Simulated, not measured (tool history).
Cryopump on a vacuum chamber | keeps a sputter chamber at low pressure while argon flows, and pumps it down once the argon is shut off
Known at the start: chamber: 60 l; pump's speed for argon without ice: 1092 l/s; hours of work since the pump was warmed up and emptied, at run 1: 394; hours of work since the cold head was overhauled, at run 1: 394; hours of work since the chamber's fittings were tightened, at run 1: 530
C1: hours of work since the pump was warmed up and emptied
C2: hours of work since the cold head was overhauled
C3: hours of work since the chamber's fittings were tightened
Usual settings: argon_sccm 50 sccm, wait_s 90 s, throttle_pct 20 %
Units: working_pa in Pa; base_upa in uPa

run 1 hour=0.0 | argon_sccm=50 wait_s=90 throttle_pct=20 | C1=394 C2=394 C3=530 | working_pa=0.3933 base_upa=2.70
run 2 hour=44.5 | argon_sccm=50 wait_s=90 throttle_pct=20 | C1=431 C2=431 C3=566 | working_pa=0.3949 base_upa=2.80
run 3 hour=82.2 | argon_sccm=21 wait_s=90 throttle_pct=20 | C1=461 C2=461 C3=597 | working_pa=0.1671 base_upa=2.79
run 4 hour=114.7 | argon_sccm=21 wait_s=90 throttle_pct=20 | C1=488 C2=488 C3=623 | working_pa=0.1658 base_upa=2.78
run 5 hour=175.5 | argon_sccm=21 wait_s=90 throttle_pct=20 | C1=537 C2=537 C3=672 | working_pa=0.1657 base_upa=2.86
run 6 hour=237.7 | argon_sccm=21 wait_s=32 throttle_pct=20 | C1=587 C2=587 C3=723 | working_pa=0.1700 base_upa=5.56
run 7 hour=285.0 | argon_sccm=21 wait_s=32 throttle_pct=20 | C1=626 C2=626 C3=761 | working_pa=0.1660 base_upa=5.76
run 8 hour=310.1 | argon_sccm=21 wait_s=32 throttle_pct=20 | C1=646 C2=646 C3=782 | working_pa=0.1672 base_upa=5.87
run 9 hour=343.9 | argon_sccm=21 wait_s=32 throttle_pct=34 | C1=674 C2=674 C3=809 | working_pa=0.1023 base_upa=5.98
run 10 hour=403.9 | argon_sccm=21 wait_s=32 throttle_pct=34 | C1=722 C2=722 C3=858 | working_pa=0.1014 base_upa=5.90
run 11 hour=429.1 | argon_sccm=50 wait_s=90 throttle_pct=31 | C1=743 C2=743 C3=878 | working_pa=0.2644 base_upa=3.28
-- hour=442.1 pump warmed up, emptied and cooled again
run 12 hour=479.2 | argon_sccm=42 wait_s=90 throttle_pct=20 | C1=30 C2=780 C3=915 | working_pa=0.3257 base_upa=3.11
run 13 hour=514.8 | argon_sccm=50 wait_s=90 throttle_pct=20 | C1=59 C2=809 C3=944 | working_pa=0.3912 base_upa=3.30
run 14 hour=546.8 | argon_sccm=50 wait_s=90 throttle_pct=16 | C1=85 C2=835 C3=970 | working_pa=0.4872 base_upa=3.29
run 15 hour=575.9 | argon_sccm=36 wait_s=90 throttle_pct=20 | C1=109 C2=858 C3=994 | working_pa=0.2831 base_upa=3.38
run 16 hour=633.8 | argon_sccm=36 wait_s=90 throttle_pct=20 | C1=156 C2=905 C3=1041 | working_pa=0.2808 base_upa=3.41
run 17 hour=675.4 | argon_sccm=23 wait_s=90 throttle_pct=20 | C1=189 C2=939 C3=1074 | working_pa=0.1799 base_upa=3.48
run 18 hour=710.4 | argon_sccm=49 wait_s=118 throttle_pct=20 | C1=218 C2=967 C3=1103 | working_pa=0.3820 base_upa=3.21
run 19 hour=770.5 | argon_sccm=81 wait_s=136 throttle_pct=19 | C1=267 C2=1016 C3=1152 | working_pa=0.6684 base_upa=3.17
run 20 hour=829.3 | argon_sccm=61 wait_s=90 throttle_pct=20 | C1=315 C2=1064 C3=1200 | working_pa=0.4791 base_upa=3.67
run 21 hour=855.4 | argon_sccm=50 wait_s=90 throttle_pct=23 | C1=336 C2=1085 C3=1221 | working_pa=0.3449 base_upa=3.85
run 22 hour=917.4 | argon_sccm=50 wait_s=90 throttle_pct=23 | C1=386 C2=1136 C3=1271 | working_pa=0.3434 base_upa=3.76
run 23 hour=956.9 | argon_sccm=50 wait_s=90 throttle_pct=23 | C1=418 C2=1168 C3=1303 | working_pa=0.3507 base_upa=3.95
run 24 hour=1015.2 | argon_sccm=50 wait_s=21 throttle_pct=26 | C1=466 C2=1215 C3=1351 | working_pa=0.3084 base_upa=8.72
run 25 hour=1060.5 | argon_sccm=34 wait_s=205 throttle_pct=37 | C1=502 C2=1252 C3=1387 | working_pa=0.1502 base_upa=3.35
run 26 hour=1118.8 | argon_sccm=34 wait_s=20 throttle_pct=42 | C1=550 C2=1299 C3=1435 | working_pa=0.1331 base_upa=9.27
run 27 hour=1172.0 | argon_sccm=34 wait_s=20 throttle_pct=42 | C1=593 C2=1342 C3=1478 | working_pa=0.1344 base_upa=9.26
run 28 hour=1222.7 | argon_sccm=47 wait_s=70 throttle_pct=33 | C1=634 C2=1384 C3=1519 | working_pa=0.2323 base_upa=4.88
run 29 hour=1272.1 | argon_sccm=47 wait_s=70 throttle_pct=33 | C1=674 C2=1424 C3=1559 | working_pa=0.2362 base_upa=4.98
run 30 hour=1318.9 | argon_sccm=50 wait_s=262 throttle_pct=51 | C1=712 C2=1462 C3=1597 | working_pa=0.1697 base_upa=3.70
-- hour=1370.9 pump warmed up, emptied and cooled again
run 31 hour=1377.6 | argon_sccm=50 wait_s=262 throttle_pct=17 | C1=5 C2=1505 C3=1641 | working_pa=0.4562 base_upa=3.24
run 32 hour=1419.6 | argon_sccm=67 wait_s=71 throttle_pct=44 | C1=40 C2=1540 C3=1675 | working_pa=0.2393 base_upa=4.64
run 33 hour=1460.5 | argon_sccm=35 wait_s=71 throttle_pct=44 | C1=73 C2=1573 C3=1708 | working_pa=0.1257 base_upa=4.67
run 34 hour=1493.8 | argon_sccm=64 wait_s=40 throttle_pct=27 | C1=100 C2=1600 C3=1735 | working_pa=0.3694 base_upa=6.31

4 ways to go on from here, each from the tool as it stands after run 34. What would each give?
run A hour=1528.1 | argon_sccm=64 wait_s=36 throttle_pct=17 | C1=128 C2=1628 C3=1763 | working_pa=? base_upa=?
run B hour=1528.1 | argon_sccm=50 wait_s=117 throttle_pct=20 | C1=128 C2=1628 C3=1763 | working_pa=? base_upa=?
run C hour=1528.1 | argon_sccm=64 wait_s=44 throttle_pct=27 | C1=128 C2=1628 C3=1763 | working_pa=? base_upa=?
run D hour=1528.1 | argon_sccm=50 wait_s=282 throttle_pct=20 | C1=128 C2=1628 C3=1763 | working_pa=? base_upa=?

run=A working_pa=0.5892 base_upa=6.65
run=B working_pa=0.3910 base_upa=4.09
run=C working_pa=0.3692 base_upa=5.87
run=D working_pa=0.3906 base_upa=3.47
Without the tool's hidden state the same runs would have given:
run=A working_pa=0.5844 base_upa=3.92
run=B working_pa=0.3872 base_upa=1.38
run=C working_pa=0.3644 base_upa=3.18
run=D working_pa=0.3868 base_upa=0.74
